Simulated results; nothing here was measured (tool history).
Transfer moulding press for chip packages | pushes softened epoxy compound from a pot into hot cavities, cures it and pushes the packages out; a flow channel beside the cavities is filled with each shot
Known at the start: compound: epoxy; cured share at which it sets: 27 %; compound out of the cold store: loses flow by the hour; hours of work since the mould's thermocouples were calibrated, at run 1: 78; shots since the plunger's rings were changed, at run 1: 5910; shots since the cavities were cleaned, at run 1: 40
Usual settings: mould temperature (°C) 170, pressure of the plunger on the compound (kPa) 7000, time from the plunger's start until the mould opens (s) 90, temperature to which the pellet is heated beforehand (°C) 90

run,day,mould temperature (°C),pressure of the plunger on the compound (kPa),time from the plunger's start until the mould opens (s),temperature to which the pellet is heated beforehand (°C),hours of work since the mould's thermocouples were calibrated,shots since the plunger's rings were changed,shots since the cavities were cleaned,incoming compound's hours out of the cold store,length that the compound runs in the flow channel (mm),greatest force on the pins that push the packages out (N)
1,0,170,7000,90,90,78,5910,40,37,519,242
2,2.988,170,7000,90,90,116,6641,771,41.9,508,346
# day 3.538: plunger's sealing rings changed
# day 4.896: cavities cleaned with cleaning compound and waxed
3,6.25,170,7000,90,90,156,648,331,22.9,598,312
4,8.604,170,7000,90,90,185,1224,907,22.6,596,374
# day 9.8: cavities cleaned with cleaning compound and waxed
5,11.354,170,7000,90,90,220,1882,381,36.9,556,315
6,13.208,170,7000,90,90,243,2334,833,46.2,524,362
# day 14.779: cavities cleaned with cleaning compound and waxed
7,14.779,170,7000,90,90,262,2703,0,8.3,636,250
8,17.6,170,7000,90,90,298,3393,690,40.1,535,344
9,19.367,170,7000,90,90,320,3825,1122,32.9,547,381
# day 19.788: cavities cleaned with cleaning compound and waxed
10,21.725,170,7000,72,90,350,4387,474,28.8,560,535
# day 22.046: mould's thermocouples calibrated
# day 24.779: cavities cleaned with cleaning compound and waxed
11,24.779,170,7000,90,81,34,5098,0,31.5,547,228
12,27.192,170,6030,90,90,65,5688,590,12.9,541,359
# day 29.738: cavities cleaned with cleaning compound and waxed
13,30.579,165,7000,90,90,107,6501,205,26.9,557,417
# day 31.858: plunger's sealing rings changed
# day 32.704: mould's thermocouples calibrated, once more
14,33.958,171,8170,116,90,16,493,986,31.5,620,285
# day 34.804: cavities cleaned with cleaning compound and waxed
15,36.071,171,8170,116,90,42,994,310,11.2,703,233
16,37.579,174,8170,116,90,61,1363,679,28.2,622,273
# day 39.796: cavities cleaned with cleaning compound and waxed
17,41.133,174,7680,116,90,105,2217,327,36.3,573,237
18,42.729,175,5320,75,84,126,2608,718,31.6,483,370
19,44.242,175,5320,75,84,145,2977,1087,43.4,457,389
# day 44.725: cavities cleaned with cleaning compound and waxed
20,47.292,170,7000,106,84,183,3708,627,20.3,595,296
21,49.358,174,7700,88,84,209,4213,1132,45.3,518,334
# day 49.696: cavities cleaned with cleaning compound and waxed
22,52.596,177,6760,83,82,249,4990,709,43.8,484,294
# day 54.625: cavities cleaned with cleaning compound and waxed
23,55.946,177,6760,83,96,291,5794,323,38.6,483,254

3 ways to go on from here, each from the tool as it stands after run 23. What would each give?
A,58.779,170,7000,125,90,327,6486,1015,39.1,?,?
B,58.779,170,7000,79,90,327,6486,1015,24.6,?,?
C,58.779,170,5870,90,93,327,6486,1015,41.8,?,?

run,length that the compound runs in the flow channel (mm),greatest force on the pins that push the packages out (N)
A,500,292
B,541,509
C,461,379
Without the tool's hidden state the same runs would have given:
run,length that the compound runs in the flow channel (mm),greatest force on the pins that push the packages out (N)
A,556,188
B,603,311
C,512,235
